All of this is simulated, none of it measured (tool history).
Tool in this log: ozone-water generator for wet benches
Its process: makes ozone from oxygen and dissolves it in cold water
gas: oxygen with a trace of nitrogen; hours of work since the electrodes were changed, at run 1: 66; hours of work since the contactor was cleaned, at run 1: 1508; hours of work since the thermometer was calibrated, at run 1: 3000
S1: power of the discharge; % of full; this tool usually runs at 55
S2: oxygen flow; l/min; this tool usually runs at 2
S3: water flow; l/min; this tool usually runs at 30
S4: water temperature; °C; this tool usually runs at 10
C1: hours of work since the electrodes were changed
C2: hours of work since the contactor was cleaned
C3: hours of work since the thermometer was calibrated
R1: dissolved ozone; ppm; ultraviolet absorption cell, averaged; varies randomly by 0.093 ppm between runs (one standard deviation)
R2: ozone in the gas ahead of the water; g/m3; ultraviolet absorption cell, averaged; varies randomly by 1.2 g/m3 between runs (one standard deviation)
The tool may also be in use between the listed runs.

run    hour  S1    S2  S3  S4    C1    C2    C3     R1     R2
  1       0  55     2  30  10    66  1508  3000   8.98  208.8
  2    28.9  55     2  30  10    89  1532  3023   9.09  209.4
  3      66  55     2  30  15   119  1562  3053   8.89    208
  4     128  55     2  30  10   169  1612  3103   8.94  208.4
  5   182.2  55     2  30  10   213  1656  3147   8.93  208.7
  6   238.1  55     2  30  10   259  1701  3193   9.08  210.9
  7   292.4  55     2  30  10   303  1745  3237   9.24  209.9
  8     348  74     2  30  10   348  1790  3282  10.99  258.2
  9   399.8  74     2  30  10   390  1832  3324  11.35    262
 10   428.4  59     2  30  10   413  1856  3347   9.62    223
 11     464  59     2  30  10   442  1885  3376   9.58  220.5
 12   499.1  59     2  30  10   470  1913  3404    9.5  220.6
 13   529.7  55     2  30  10   495  1938  3429   9.17  211.2
 14   560.1  55     2  30  14   520  1963  3454   8.65  210.5
 15   620.6  55     2  30  14   569  2012  3503   8.86  211.4
 16   688.1  55     2  30  14   624  2066  3558   8.86  211.6
 17   727.8  55     2  30  10   656  2099  3590   8.99  210.7
 18   771.9  94     2  33  13   692  2134  3626  11.42  308.5
 19   819.8  42     2  21  10   731  2173  3665   11.2    175
 20   887.5  42     2  21  10   786  2228  3719  11.15  175.1
 21   935.1  75  3.28  21  10   824  2267  3758  20.33  215.8
 22   964.9  55  3.21  27  13   848  2291  3782  12.04  174.3
 23   999.1  55     2  29  14   876  2319  3810   9.19  212.9
 24  1033.9  80  1.05  31  10   904  2347  3838    8.3  357.5
 25  1063.1  80  1.05  31  10   928  2371  3862   8.37  363.6
 26  1132.8  90     3  22   5   985  2427  3918  22.08  255.8
 27  1189.4  90     3  22   5  1030  2473  3964  21.97  257.2
 28  1232.6  55     2  30   9  1065  2508  3999    9.1  216.6
 29  1285.9  44  1.33  36  11  1109  2551  4043   5.16  216.4
     1307.7  -- gauge calibrated
 30  1354.8  41     2  30  15  1165  2607  4099   7.21  169.6
 31  1384.6  82  1.16  30  13  1189  2631  4123   9.22  345.5
 32  1431.4  82  1.16  30  13  1227  2669  4161   9.02  345.4
 33  1499.8  83   1.5  30  10  1282  2725  4216   10.4  313.4

What if the next run were any one of these 4? Each begins from the tool's condition after run 33:
  A  1529.8  73  2.11  30   6  1307  2749  4241   ?   ?
  B  1529.8  40  1.27  19  10  1307  2749  4241   ?   ?
  C  1529.8  47  1.32  22  10  1307  2749  4241   ?   ?
  D  1529.8  83  3.28  26  10  1307  2749  4241   ?   ?

run     R1     R2
  A  11.44  250.8
  B   9.91  202.6
  C   9.51  223.6
  D  17.27  228.4
What these runs would have given with no unlogged condition in the tool:
run     R1     R2
  A  11.45  249.6
  B   9.92  201.7
  C   9.51  222.6
  D  17.28  227.4

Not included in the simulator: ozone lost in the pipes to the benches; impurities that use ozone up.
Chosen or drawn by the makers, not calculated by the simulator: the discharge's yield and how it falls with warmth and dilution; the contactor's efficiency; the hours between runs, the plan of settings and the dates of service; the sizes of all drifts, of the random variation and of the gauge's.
